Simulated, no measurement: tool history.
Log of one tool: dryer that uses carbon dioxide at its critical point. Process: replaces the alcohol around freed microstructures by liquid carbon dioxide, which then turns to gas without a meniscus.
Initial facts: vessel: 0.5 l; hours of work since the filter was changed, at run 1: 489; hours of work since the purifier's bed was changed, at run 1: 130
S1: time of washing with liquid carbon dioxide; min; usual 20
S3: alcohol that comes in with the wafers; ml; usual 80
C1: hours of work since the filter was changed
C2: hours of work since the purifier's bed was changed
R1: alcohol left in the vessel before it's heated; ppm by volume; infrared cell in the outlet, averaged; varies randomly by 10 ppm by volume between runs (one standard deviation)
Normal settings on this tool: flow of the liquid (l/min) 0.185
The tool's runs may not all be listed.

Run 1, hour 0: usual settings; C1 489; C2 130. Result: R1 1051 ppm by volume.
Run 2, hour 19: usual settings; C1 500; C2 140. Result: R1 1068 ppm by volume.
Run 3, hour 49.2: usual settings; C1 517; C2 157. Result: R1 1122 ppm by volume.
Run 4, hour 77: usual settings; C1 532; C2 172. Result: R1 1156 ppm by volume.
Run 5, hour 102.9: usual settings; C1 546; C2 187. Result: R1 1160 ppm by volume.
At hour 106.4: inlet filter changed.
Run 6, hour 130.4: usual settings; C1 13; C2 201. Result: R1 610 ppm by volume.
Run 7, hour 162.2: usual settings but S3 60 ml; C1 31; C2 219. Result: R1 470 ppm by volume.
Run 8, hour 203: usual settings but S3 60 ml; C1 54; C2 242. Result: R1 469 ppm by volume.
Run 9, hour 227.9: usual settings but S3 60 ml; C1 67; C2 256. Result: R1 501 ppm by volume.

Predict the results of run 10:
Run 10, hour 247.8: usual settings but S3 24 ml; C1 78; C2 267. Result: R1 ?.

{"run 10": {"R1": 219}}
Without the tool's hidden state the same run would have given R1 180 ppm by volume.
